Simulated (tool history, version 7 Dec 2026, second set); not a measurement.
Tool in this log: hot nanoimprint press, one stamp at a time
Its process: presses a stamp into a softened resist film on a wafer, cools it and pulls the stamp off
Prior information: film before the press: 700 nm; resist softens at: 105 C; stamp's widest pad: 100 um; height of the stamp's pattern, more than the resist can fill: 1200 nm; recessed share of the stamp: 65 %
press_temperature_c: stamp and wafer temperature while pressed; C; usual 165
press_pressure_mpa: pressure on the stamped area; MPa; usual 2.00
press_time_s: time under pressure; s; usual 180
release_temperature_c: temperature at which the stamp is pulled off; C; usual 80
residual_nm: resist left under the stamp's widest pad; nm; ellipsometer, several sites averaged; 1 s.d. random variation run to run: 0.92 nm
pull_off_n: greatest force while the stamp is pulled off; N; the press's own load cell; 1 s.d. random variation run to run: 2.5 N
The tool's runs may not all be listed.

{"run": 1, "day": 0.0, "press_temperature_c": 165, "press_pressure_mpa": 2.0, "press_time_s": 180, "release_temperature_c": 80, "residual_nm": 371.5, "pull_off_n": 149}
{"run": 2, "day": 1.571, "press_temperature_c": 165, "press_pressure_mpa": 2.0, "press_time_s": 180, "release_temperature_c": 77, "residual_nm": 372.7, "pull_off_n": 169}
{"run": 3, "day": 3.208, "press_temperature_c": 165, "press_pressure_mpa": 2.0, "press_time_s": 180, "release_temperature_c": 77, "residual_nm": 371.9, "pull_off_n": 164}
{"day": 4.788, "done": "stamp cleaned and given a new release coat"}
{"run": 4, "day": 4.917, "press_temperature_c": 165, "press_pressure_mpa": 2.0, "press_time_s": 180, "release_temperature_c": 80, "residual_nm": 371.0, "pull_off_n": 116}
{"run": 5, "day": 6.8, "press_temperature_c": 165, "press_pressure_mpa": 2.0, "press_time_s": 180, "release_temperature_c": 80, "residual_nm": 370.5, "pull_off_n": 114}
{"run": 6, "day": 8.154, "press_temperature_c": 165, "press_pressure_mpa": 2.0, "press_time_s": 180, "release_temperature_c": 80, "residual_nm": 369.5, "pull_off_n": 119}
{"run": 7, "day": 9.938, "press_temperature_c": 165, "press_pressure_mpa": 2.0, "press_time_s": 180, "release_temperature_c": 80, "residual_nm": 369.6, "pull_off_n": 124}
{"run": 8, "day": 12.108, "press_temperature_c": 165, "press_pressure_mpa": 2.0, "press_time_s": 180, "release_temperature_c": 80, "residual_nm": 370.5, "pull_off_n": 127}
{"run": 9, "day": 14.512, "press_temperature_c": 165, "press_pressure_mpa": 2.0, "press_time_s": 180, "release_temperature_c": 80, "residual_nm": 368.6, "pull_off_n": 126}
{"run": 10, "day": 15.733, "press_temperature_c": 165, "press_pressure_mpa": 1.3, "press_time_s": 180, "release_temperature_c": 80, "residual_nm": 442.6, "pull_off_n": 124}
{"run": 11, "day": 17.079, "press_temperature_c": 165, "press_pressure_mpa": 2.0, "press_time_s": 180, "release_temperature_c": 80, "residual_nm": 369.4, "pull_off_n": 126}
{"run": 12, "day": 18.438, "press_temperature_c": 165, "press_pressure_mpa": 2.0, "press_time_s": 180, "release_temperature_c": 82, "residual_nm": 369.2, "pull_off_n": 129}
{"run": 13, "day": 20.879, "press_temperature_c": 165, "press_pressure_mpa": 2.0, "press_time_s": 180, "release_temperature_c": 82, "residual_nm": 367.8, "pull_off_n": 125}
{"run": 14, "day": 23.071, "press_temperature_c": 165, "press_pressure_mpa": 2.0, "press_time_s": 180, "release_temperature_c": 80, "residual_nm": 368.2, "pull_off_n": 136}
{"day": 23.404, "done": "plate thermocouple calibrated"}
{"run": 15, "day": 26.0, "press_temperature_c": 165, "press_pressure_mpa": 2.0, "press_time_s": 180, "release_temperature_c": 80, "residual_nm": 365.9, "pull_off_n": 133}
{"run": 16, "day": 28.271, "press_temperature_c": 165, "press_pressure_mpa": 1.79, "press_time_s": 180, "release_temperature_c": 80, "residual_nm": 381.0, "pull_off_n": 145}
{"run": 17, "day": 29.479, "press_temperature_c": 165, "press_pressure_mpa": 2.0, "press_time_s": 138, "release_temperature_c": 84, "residual_nm": 395.2, "pull_off_n": 130}
{"run": 18, "day": 32.067, "press_temperature_c": 165, "press_pressure_mpa": 2.0, "press_time_s": 137, "release_temperature_c": 84, "residual_nm": 397.8, "pull_off_n": 142}
{"run": 19, "day": 33.483, "press_temperature_c": 169, "press_pressure_mpa": 2.63, "press_time_s": 108, "release_temperature_c": 78, "residual_nm": 339.2, "pull_off_n": 148}
{"run": 20, "day": 34.883, "press_temperature_c": 166, "press_pressure_mpa": 2.0, "press_time_s": 180, "release_temperature_c": 80, "residual_nm": 354.7, "pull_off_n": 150}
{"run": 21, "day": 36.138, "press_temperature_c": 166, "press_pressure_mpa": 2.0, "press_time_s": 180, "release_temperature_c": 80, "residual_nm": 353.5, "pull_off_n": 149}
{"day": 37.279, "done": "plate thermocouple calibrated, once more"}
{"run": 22, "day": 38.142, "press_temperature_c": 175, "press_pressure_mpa": 1.3, "press_time_s": 231, "release_temperature_c": 70, "residual_nm": 316.2, "pull_off_n": 173}
{"run": 23, "day": 41.062, "press_temperature_c": 174, "press_pressure_mpa": 1.3, "press_time_s": 209, "release_temperature_c": 70, "residual_nm": 337.2, "pull_off_n": 175}
{"run": 24, "day": 43.538, "press_temperature_c": 154, "press_pressure_mpa": 2.0, "press_time_s": 180, "release_temperature_c": 79, "residual_nm": 512.8, "pull_off_n": 157}
{"day": 44.921, "done": "stamp cleaned and given a new release coat"}
{"run": 25, "day": 45.338, "press_temperature_c": 154, "press_pressure_mpa": 2.15, "press_time_s": 339, "release_temperature_c": 87, "residual_nm": 426.6, "pull_off_n": 105}
{"run": 26, "day": 48.142, "press_temperature_c": 154, "press_pressure_mpa": 2.15, "press_time_s": 339, "release_temperature_c": 87, "residual_nm": 425.3, "pull_off_n": 111}
{"run": 27, "day": 49.621, "press_temperature_c": 154, "press_pressure_mpa": 1.69, "press_time_s": 339, "release_temperature_c": 82, "residual_nm": 463.8, "pull_off_n": 119}
{"run": 28, "day": 50.933, "press_temperature_c": 172, "press_pressure_mpa": 2.0, "press_time_s": 180, "release_temperature_c": 80, "residual_nm": 304.6, "pull_off_n": 125}
{"run": 29, "day": 53.067, "press_temperature_c": 164, "press_pressure_mpa": 2.0, "press_time_s": 180, "release_temperature_c": 76, "residual_nm": 388.5, "pull_off_n": 134}

Consider 5 possible next runs. They are alternatives, not a sequence: every one starts from the tool as it was left by run 29. What does each give?
{"run": "A", "day": 54.542, "press_temperature_c": 165, "press_pressure_mpa": 1.87, "press_time_s": 213, "release_temperature_c": 80, "residual_nm": "?", "pull_off_n": "?"}
{"run": "B", "day": 54.542, "press_temperature_c": 165, "press_pressure_mpa": 1.43, "press_time_s": 186, "release_temperature_c": 80, "residual_nm": "?", "pull_off_n": "?"}
{"run": "C", "day": 54.542, "press_temperature_c": 164, "press_pressure_mpa": 1.96, "press_time_s": 180, "release_temperature_c": 84, "residual_nm": "?", "pull_off_n": "?"}
{"run": "D", "day": 54.542, "press_temperature_c": 167, "press_pressure_mpa": 3.09, "press_time_s": 281, "release_temperature_c": 76, "residual_nm": "?", "pull_off_n": "?"}
{"run": "E", "day": 54.542, "press_temperature_c": 164, "press_pressure_mpa": 1.42, "press_time_s": 109, "release_temperature_c": 76, "residual_nm": "?", "pull_off_n": "?"}

run=A residual_nm=367.3 pull_off_n=124
run=B residual_nm=427.9 pull_off_n=124
run=C residual_nm=392.6 pull_off_n=119
run=D residual_nm=248.0 pull_off_n=133
run=E residual_nm=506.8 pull_off_n=132
Without the tool's unlogged condition, the same runs would have read:
run=A residual_nm=360.4 pull_off_n=115
run=B residual_nm=423.9 pull_off_n=114
run=C residual_nm=384.9 pull_off_n=110
run=D residual_nm=235.8 pull_off_n=122
run=E residual_nm=503.2 pull_off_n=121
